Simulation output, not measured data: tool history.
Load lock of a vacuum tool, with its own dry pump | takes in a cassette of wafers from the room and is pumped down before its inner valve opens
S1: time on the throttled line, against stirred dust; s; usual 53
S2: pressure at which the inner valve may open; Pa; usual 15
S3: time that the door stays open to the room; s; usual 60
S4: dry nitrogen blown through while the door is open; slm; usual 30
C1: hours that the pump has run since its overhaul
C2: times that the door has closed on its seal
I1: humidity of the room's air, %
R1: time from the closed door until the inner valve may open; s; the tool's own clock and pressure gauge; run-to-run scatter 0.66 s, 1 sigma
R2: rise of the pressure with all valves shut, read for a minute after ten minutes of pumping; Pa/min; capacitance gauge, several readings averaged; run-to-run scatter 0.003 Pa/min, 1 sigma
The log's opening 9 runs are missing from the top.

run 10 day=67.550 | S1=53 S2=15 S3=60 S4=13 | C1=2669 C2=34030 | I1=47.3 | R1=97.9 R2=0.042
run 11 day=74.288 | S1=53 S2=15 S3=60 S4=13 | C1=2831 C2=34664 | I1=46.7 | R1=98.4 R2=0.042
run 12 day=82.500 | S1=53 S2=15 S3=60 S4=30 | C1=3028 C2=35436 | I1=46.5 | R1=99.5 R2=0.031
run 13 day=90.467 | S1=53 S2=15 S3=60 S4=19 | C1=3219 C2=36185 | I1=42.6 | R1=98.1 R2=0.028
run 14 day=95.933 | S1=53 S2=15 S3=60 S4=30 | C1=3351 C2=36699 | I1=45.0 | R1=98.1 R2=0.034
run 15 day=105.438 | S1=53 S2=15 S3=60 S4=30 | C1=3579 C2=37593 | I1=43.6 | R1=100.4 R2=0.029
run 16 day=116.900 | S1=53 S2=15 S3=60 S4=30 | C1=3854 C2=38671 | I1=43.8 | R1=98.0 R2=0.031
run 17 day=125.712 | S1=53 S2=15 S3=60 S4=30 | C1=4065 C2=39500 | I1=45.2 | R1=99.0 R2=0.035
-- day=130.054 door's seal changed, seat wiped
run 18 day=137.258 | S1=53 S2=15 S3=60 S4=30 | C1=4341 C2=678 | I1=43.5 | R1=98.5 R2=0.030
run 19 day=144.254 | S1=53 S2=15 S3=60 S4=34 | C1=4509 C2=1335 | I1=47.1 | R1=98.5 R2=0.030
run 20 day=149.454 | S1=53 S2=15 S3=28 S4=8 | C1=4634 C2=1824 | I1=45.3 | R1=99.3 R2=0.031

Forecast run 21:
run 21 day=160.388 | S1=43 S2=27 S3=188 S4=8 | C1=4896 C2=2852 | I1=45.1 | R1=? R2=?

{"run 21": {"R1": 88.0, "R2": 0.101}}
With the hidden condition absent and the run-to-run variation left alone, this run would have shown R1 88.0 s, R2 0.101 Pa/min.
